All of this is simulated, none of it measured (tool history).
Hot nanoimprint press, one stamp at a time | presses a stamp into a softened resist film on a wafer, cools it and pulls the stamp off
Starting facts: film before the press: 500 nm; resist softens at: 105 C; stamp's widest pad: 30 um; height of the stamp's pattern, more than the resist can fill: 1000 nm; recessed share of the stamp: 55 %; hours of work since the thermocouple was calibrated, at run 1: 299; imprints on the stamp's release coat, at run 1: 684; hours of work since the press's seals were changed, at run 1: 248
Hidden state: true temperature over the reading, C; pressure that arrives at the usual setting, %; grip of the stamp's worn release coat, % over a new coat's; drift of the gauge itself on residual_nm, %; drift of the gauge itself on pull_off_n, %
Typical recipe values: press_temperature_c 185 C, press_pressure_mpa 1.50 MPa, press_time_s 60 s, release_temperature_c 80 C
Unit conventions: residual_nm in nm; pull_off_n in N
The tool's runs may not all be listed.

| run | hour | press_temperature_c | press_pressure_mpa | press_time_s | release_temperature_c | hours of work since the thermocouple was calibrated | imprints on the stamp's release coat | hours of work since the press's seals were changed | residual_nm | pull_off_n |
|---|---|---|---|---|---|---|---|---|---|---|
| 1 | 0.0 | 185 | 1.50 | 60 | 80 | 299 | 684 | 248 | 275.0 | 225 |
| 2 | 8.2 | 185 | 1.50 | 60 | 80 | 304 | 702 | 253 | 274.5 | 224 |
| 3 | 16.7 | 185 | 1.72 | 60 | 80 | 309 | 722 | 259 | 262.0 | 225 |
| 4 | 25.8 | 185 | 1.72 | 60 | 80 | 315 | 742 | 264 | 259.3 | 228 |
| 5 | 33.7 | 185 | 1.72 | 60 | 80 | 320 | 760 | 269 | 261.8 | 227 |
|  | 46.3 | stamp cleaned and given a new release coat |
| 6 | 46.8 | 185 | 1.72 | 60 | 80 | 324 | 1 | 274 | 259.1 | 216 |
| 7 | 54.0 | 185 | 1.72 | 60 | 80 | 329 | 17 | 278 | 261.4 | 220 |
| 8 | 59.4 | 185 | 1.02 | 60 | 80 | 332 | 29 | 281 | 324.0 | 227 |
| 9 | 68.5 | 185 | 1.50 | 60 | 80 | 338 | 50 | 287 | 275.0 | 213 |
| 10 | 76.0 | 185 | 1.50 | 60 | 80 | 342 | 67 | 292 | 277.3 | 218 |
| 11 | 82.3 | 178 | 1.50 | 60 | 80 | 346 | 81 | 295 | 324.5 | 222 |
| 12 | 89.0 | 178 | 1.50 | 60 | 80 | 350 | 96 | 300 | 324.8 | 226 |
| 13 | 98.6 | 174 | 1.50 | 60 | 78 | 356 | 118 | 306 | 354.0 | 219 |
| 14 | 107.3 | 193 | 1.17 | 36 | 84 | 362 | 137 | 311 | 300.1 | 205 |
| 15 | 115.7 | 193 | 1.17 | 36 | 84 | 367 | 156 | 316 | 300.1 | 211 |
| 16 | 123.5 | 193 | 1.17 | 36 | 84 | 372 | 174 | 321 | 298.1 | 205 |
| 17 | 131.2 | 193 | 2.08 | 36 | 84 | 376 | 191 | 326 | 233.7 | 206 |
| 18 | 135.9 | 187 | 1.50 | 60 | 80 | 379 | 202 | 329 | 262.5 | 230 |
| 19 | 144.4 | 187 | 1.50 | 60 | 80 | 385 | 221 | 334 | 261.7 | 219 |
| 20 | 151.6 | 187 | 1.50 | 60 | 80 | 389 | 237 | 338 | 262.5 | 227 |
| 21 | 159.4 | 196 | 1.11 | 75 | 80 | 394 | 255 | 343 | 223.1 | 222 |
| 22 | 165.1 | 185 | 1.82 | 60 | 81 | 397 | 268 | 347 | 253.9 | 217 |
| 23 | 175.0 | 176 | 1.50 | 32 | 80 | 403 | 290 | 353 | 389.7 | 215 |
| 24 | 184.2 | 181 | 1.00 | 87 | 82 | 409 | 310 | 358 | 317.4 | 210 |

Alternative continuations, all from the tool just after run 24; predict every row:
| A | 189.5 | 195 | 1.00 | 87 | 82 | 412 | 322 | 362 | ? | ? |
| B | 189.5 | 177 | 1.35 | 60 | 80 | 412 | 322 | 362 | ? | ? |
| C | 189.5 | 181 | 1.98 | 87 | 82 | 412 | 322 | 362 | ? | ? |
| D | 189.5 | 181 | 1.00 | 97 | 76 | 412 | 322 | 362 | ? | ? |

| run | residual_nm | pull_off_n |
|---|---|---|
| A | 226.8 | 214 |
| B | 346.1 | 221 |
| C | 239.4 | 209 |
| D | 309.3 | 242 |
The same runs, with their run-to-run variation unchanged, on a tool lacking any hidden condition would have given:
| run | residual_nm | pull_off_n |
|---|---|---|
| A | 227.2 | 213 |
| B | 346.7 | 220 |
| C | 239.8 | 208 |
| D | 309.9 | 241 |

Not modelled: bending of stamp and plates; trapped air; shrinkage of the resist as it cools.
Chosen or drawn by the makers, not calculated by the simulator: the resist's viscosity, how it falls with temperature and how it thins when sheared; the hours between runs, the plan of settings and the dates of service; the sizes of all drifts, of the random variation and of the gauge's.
